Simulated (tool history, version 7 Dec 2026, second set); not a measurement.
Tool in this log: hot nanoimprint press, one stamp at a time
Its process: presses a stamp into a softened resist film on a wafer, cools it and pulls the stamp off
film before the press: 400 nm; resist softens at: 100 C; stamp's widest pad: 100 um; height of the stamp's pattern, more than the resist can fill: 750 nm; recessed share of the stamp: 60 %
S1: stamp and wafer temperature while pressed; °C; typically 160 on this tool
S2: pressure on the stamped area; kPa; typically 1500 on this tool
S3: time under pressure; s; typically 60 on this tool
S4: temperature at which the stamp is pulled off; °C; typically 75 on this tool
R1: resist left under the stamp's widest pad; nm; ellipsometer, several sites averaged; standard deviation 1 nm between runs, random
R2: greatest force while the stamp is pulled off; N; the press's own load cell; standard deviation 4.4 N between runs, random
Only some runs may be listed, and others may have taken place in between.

| run | hour | S1 | S2 | S3 | S4 | R1 | R2 |
|---|---|---|---|---|---|---|---|
| 1 | 0 | 160 | 1500 | 60 | 75 | 151.3 | 219 |
|  | 6.8 | stamp cleaned and given a new release coat |
| 2 | 15.1 | 160 | 1500 | 60 | 75 | 152.3 | 221 |
| 3 | 20.4 | 160 | 1500 | 60 | 75 | 152.8 | 210 |
| 4 | 31.5 | 160 | 1500 | 60 | 75 | 152.6 | 218 |
| 5 | 40.6 | 160 | 1500 | 60 | 75 | 153 | 214 |
| 6 | 45.8 | 160 | 1500 | 60 | 75 | 151.2 | 217 |
| 7 | 53.8 | 160 | 1500 | 60 | 75 | 150.7 | 213 |
| 8 | 60.5 | 160 | 1500 | 60 | 75 | 152.7 | 212 |
| 9 | 69.3 | 160 | 1500 | 60 | 75 | 152.3 | 216 |
| 10 | 79.5 | 160 | 1500 | 60 | 75 | 152 | 216 |
| 11 | 87.9 | 158 | 1420 | 59 | 66 | 174.6 | 263 |
| 12 | 93.4 | 165 | 2340 | 32 | 72 | 112.8 | 226 |
| 13 | 99 | 158 | 1470 | 32 | 72 | 213.8 | 236 |
| 14 | 105.7 | 169 | 1140 | 68 | 80 | 106.7 | 197 |

What does the tool deliver on the next run?
| 15 | 118 | 156 | 1880 | 60 | 75 | ? | ? |

R1: 167.1 nm
R2: 216 N
On a tool with no hidden condition, and with the same random variation, this run would have come out at R1 167.7 nm, R2 215 N.
